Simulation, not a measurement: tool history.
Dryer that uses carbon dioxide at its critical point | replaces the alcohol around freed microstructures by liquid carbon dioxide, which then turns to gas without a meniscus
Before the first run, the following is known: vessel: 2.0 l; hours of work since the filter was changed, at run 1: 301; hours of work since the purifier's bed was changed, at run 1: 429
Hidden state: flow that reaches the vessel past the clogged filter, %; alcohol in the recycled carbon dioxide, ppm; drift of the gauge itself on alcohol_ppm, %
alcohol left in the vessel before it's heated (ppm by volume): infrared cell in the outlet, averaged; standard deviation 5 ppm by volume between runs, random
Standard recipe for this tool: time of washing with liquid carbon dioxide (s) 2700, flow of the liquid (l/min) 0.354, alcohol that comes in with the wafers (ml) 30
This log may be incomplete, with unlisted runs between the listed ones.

| run | hour | time of washing with liquid carbon dioxide (s) | flow of the liquid (l/min) | alcohol that comes in with the wafers (ml) | hours of work since the filter was changed | hours of work since the purifier's bed was changed | alcohol left in the vessel before it's heated (ppm by volume) |
|---|---|---|---|---|---|---|---|
| 1 | 0.0 | 2700 | 0.354 | 30 | 301 | 429 | 66 |
| 2 | 13.1 | 2700 | 0.354 | 30 | 309 | 437 | 58 |
| 3 | 21.4 | 2700 | 0.354 | 30 | 314 | 442 | 58 |
| 4 | 31.7 | 2700 | 0.354 | 30 | 320 | 448 | 59 |
| 5 | 42.9 | 2700 | 0.354 | 30 | 327 | 455 | 63 |
| 6 | 51.3 | 2700 | 0.354 | 30 | 332 | 460 | 49 |
| 7 | 67.9 | 2700 | 0.354 | 30 | 342 | 470 | 60 |
| 8 | 83.1 | 2700 | 0.354 | 30 | 351 | 479 | 57 |
| 9 | 92.1 | 2700 | 0.354 | 30 | 356 | 484 | 57 |
| 10 | 103.7 | 2700 | 0.354 | 30 | 363 | 491 | 63 |
| 11 | 117.9 | 2700 | 0.354 | 63 | 372 | 500 | 87 |
| 12 | 127.4 | 2880 | 0.354 | 30 | 377 | 505 | 61 |
| 13 | 143.8 | 2880 | 0.305 | 30 | 387 | 515 | 88 |
| 14 | 156.2 | 2880 | 0.305 | 30 | 395 | 522 | 77 |
| 15 | 171.2 | 2880 | 0.305 | 30 | 404 | 532 | 82 |
| 16 | 180.3 | 2880 | 0.305 | 30 | 409 | 537 | 92 |
| 17 | 190.6 | 2700 | 0.354 | 30 | 415 | 543 | 73 |
| 18 | 208.2 | 2700 | 0.354 | 21 | 426 | 554 | 56 |
| 19 | 223.3 | 2700 | 0.354 | 30 | 435 | 563 | 70 |
| 20 | 239.1 | 2700 | 0.354 | 30 | 444 | 572 | 69 |
| 21 | 249.1 | 2700 | 0.354 | 30 | 450 | 578 | 76 |
| 22 | 267.9 | 1740 | 0.354 | 51 | 462 | 589 | 464 |
| 23 | 284.1 | 2700 | 0.471 | 32 | 471 | 599 | 55 |
| 24 | 292.2 | 2700 | 0.471 | 32 | 476 | 604 | 51 |
| 25 | 303.5 | 2340 | 0.587 | 20 | 483 | 611 | 45 |
| 26 | 319.2 | 1680 | 0.427 | 44 | 492 | 620 | 245 |
| 27 | 334.3 | 1740 | 0.383 | 36 | 501 | 629 | 260 |
| 28 | 347.8 | 1740 | 0.383 | 36 | 510 | 637 | 270 |
| 29 | 363.4 | 1740 | 0.383 | 36 | 519 | 647 | 265 |
| 30 | 376.1 | 2700 | 0.488 | 25 | 526 | 654 | 57 |
|  | 383.5 | inlet filter changed |
| 31 | 385.7 | 2700 | 0.488 | 25 | 1 | 660 | 51 |
| 32 | 403.8 | 2700 | 0.488 | 25 | 12 | 670 | 52 |
| 33 | 414.8 | 2700 | 0.459 | 25 | 19 | 677 | 52 |
| 34 | 424.7 | 3720 | 0.400 | 46 | 25 | 683 | 55 |
| 35 | 441.8 | 3540 | 0.267 | 89 | 35 | 693 | 98 |
| 36 | 449.5 | 3300 | 0.520 | 38 | 40 | 698 | 66 |
| 37 | 464.9 | 3300 | 0.520 | 38 | 49 | 707 | 54 |
| 38 | 474.7 | 2700 | 0.344 | 37 | 55 | 713 | 83 |
| 39 | 489.5 | 1680 | 0.220 | 42 | 64 | 722 | 1435 |
| 40 | 498.2 | 1980 | 0.301 | 30 | 69 | 727 | 254 |
| 41 | 510.4 | 3360 | 0.354 | 75 | 76 | 734 | 69 |
| 42 | 528.6 | 3360 | 0.354 | 75 | 87 | 745 | 65 |

Branching from run 42: 5 alternative next runs. What would each branch give?
| A | 542.9 | 3360 | 0.554 | 34 | 96 | 754 | ? |
| B | 542.9 | 2700 | 0.354 | 51 | 96 | 754 | ? |
| C | 542.9 | 1680 | 0.309 | 30 | 96 | 754 | ? |
| D | 542.9 | 2220 | 0.354 | 75 | 96 | 754 | ? |
| E | 542.9 | 3240 | 0.354 | 30 | 96 | 754 | ? |

| run | alcohol left in the vessel before it's heated (ppm by volume) |
|---|---|
| A | 63 |
| B | 83 |
| C | 387 |
| D | 181 |
| E | 63 |
Without the tool's hidden state the same runs would have given:
| run | alcohol left in the vessel before it's heated (ppm by volume) |
|---|---|
| A | 9 |
| B | 25 |
| C | 300 |
| D | 109 |
| E | 8 |

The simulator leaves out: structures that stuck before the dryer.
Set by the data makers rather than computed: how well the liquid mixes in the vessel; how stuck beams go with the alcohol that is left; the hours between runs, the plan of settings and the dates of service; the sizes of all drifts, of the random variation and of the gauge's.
